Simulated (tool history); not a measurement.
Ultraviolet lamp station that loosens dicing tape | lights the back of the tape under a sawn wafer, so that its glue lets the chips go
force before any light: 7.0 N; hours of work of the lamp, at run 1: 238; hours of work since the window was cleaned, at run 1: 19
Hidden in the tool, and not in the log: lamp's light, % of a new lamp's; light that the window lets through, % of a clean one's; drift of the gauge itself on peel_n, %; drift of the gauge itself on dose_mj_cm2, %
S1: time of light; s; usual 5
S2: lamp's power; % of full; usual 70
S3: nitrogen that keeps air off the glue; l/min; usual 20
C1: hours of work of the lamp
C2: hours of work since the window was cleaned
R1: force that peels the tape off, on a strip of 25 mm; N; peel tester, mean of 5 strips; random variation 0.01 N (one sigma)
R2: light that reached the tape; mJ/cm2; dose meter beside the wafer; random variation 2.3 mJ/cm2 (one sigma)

run     day  S1  S2  S3   C1   C2     R1   R2
  1       0   5  70  20  238   19  0.504  220
  2   3.308   5  70  20  291   72  0.566  210
  3   5.246   5  70  24  323  103  0.547  203
  4   8.004   5  70  30  367  147  0.526  191
  5  11.171   5  70  30  418  198  0.587  187
  6  12.912   5  70  30  446  226  0.611  178
     13.083  -- window cleaned of glue's vapour
  7  15.612   5  70  30  489   41  0.789  156
  8  17.483   5  70   9  519   71  1.423  154
  9  19.683   5  70   9  554  106  1.476  149
 10  22.808   5  70   9  604  156  1.591  139
 11  25.221   9  99  21  643  195  0.235  337
 12  26.658   9  99  21  666  218  0.253  331
      28.85  -- window cleaned of glue's vapour, once more
 13  29.408   9  99  21  710    9  0.204  485
 14  31.104   9  99  21  737   36  0.201  467
 15  33.521   9  99  16  776   75  0.197  452
 16  35.042   9  79  16  801   99  0.255  352
 17  38.046   5  76  20  849  148  0.726  180
 18  40.633   3  74  20  890  189  1.808  103
 19  43.017   3  71   9  929  228  2.539   91
 20  44.512   4  71  10  953  252  1.909  121

How the hidden state differs across the entries between the runs, from the last listed run before each to the first after it:
Between runs 6 and 7: window cleaned of glue's vapour (day 13.083)
  lamp's light, % of a new lamp's: 87.9 -> 86.7; light that the window lets through, % of a clean one's: 87.1 -> 77.2
  measured less the result without the state, R1: +0.239 -> +0.413 N; R2: -55 -> -78 mJ/cm2
Between runs 12 and 13: window cleaned of glue's vapour, once more (day 28.85)
  lamp's light, % of a new lamp's: 82.1 -> 81; light that the window lets through, % of a clean one's: 67.1 -> 98.9
  measured less the result without the state, R1: +0.058 -> +0.006 N; R2: -270 -> -119 mJ/cm2
